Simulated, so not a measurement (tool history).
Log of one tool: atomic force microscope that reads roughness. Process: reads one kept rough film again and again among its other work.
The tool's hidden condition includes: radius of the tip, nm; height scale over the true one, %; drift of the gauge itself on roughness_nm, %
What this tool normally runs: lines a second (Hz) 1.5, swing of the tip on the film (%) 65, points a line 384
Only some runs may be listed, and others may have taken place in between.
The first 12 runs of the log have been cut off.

run	hour	lines a second (Hz)	swing of the tip on the film (%)	points a line	pictures with this tip	hours of work since the height scale was calibrated	roughness of the kept film (nm (root mean square))
13	289.1	1.5	65	384	191	688	2.338
14	315.4	1.5	65	384	229	702	2.339
# hour 319.6: new tip fitted
15	341.4	1.5	65	384	32	716	2.401
16	367.6	1.5	65	384	69	730	2.393
17	384.9	1.5	65	384	94	739	2.381
18	417.1	1.98	67	780	140	757	2.297
19	436.6	1.5	64	316	169	768	2.352
20	469.5	1.5	64	316	216	785	2.325
# hour 482.2: new tip fitted
21	493.6	1.48	79	316	16	798	2.265
22	512.8	1.5	78	384	44	809	2.266
23	548.4	1.5	65	881	95	828	2.391
24	579.7	1.5	74	478	140	845	2.262
25	596.3	2.15	57	478	164	854	2.36
26	613.7	0.55	69	402	189	864	2.418
# hour 644.7: new tip fitted
27	646.6	1.32	69	1006	2	881	2.418
28	676	2.63	79	291	45	897	2.07
29	706.8	2.63	79	291	89	914	2.05
30	732.8	2.63	79	291	126	928	2.028
31	761.2	1.56	73	696	167	944	2.272

Branching from run 31: 5 alternative next runs. What would each branch give?
A	781.6	1.43	57	810	197	955	?
B	781.6	1.44	64	328	197	955	?
C	781.6	2.81	62	504	197	955	?
D	781.6	1.5	65	287	197	955	?
E	781.6	3.08	78	591	197	955	?

run	roughness of the kept film (nm (root mean square))
A	2.415
B	2.338
C	2.271
D	2.326
E	1.972
The same runs, with their run-to-run variation unchanged, on a tool lacking any hidden condition would have given:
run	roughness of the kept film (nm (root mean square))
A	2.548
B	2.467
C	2.396
D	2.454
E	2.08
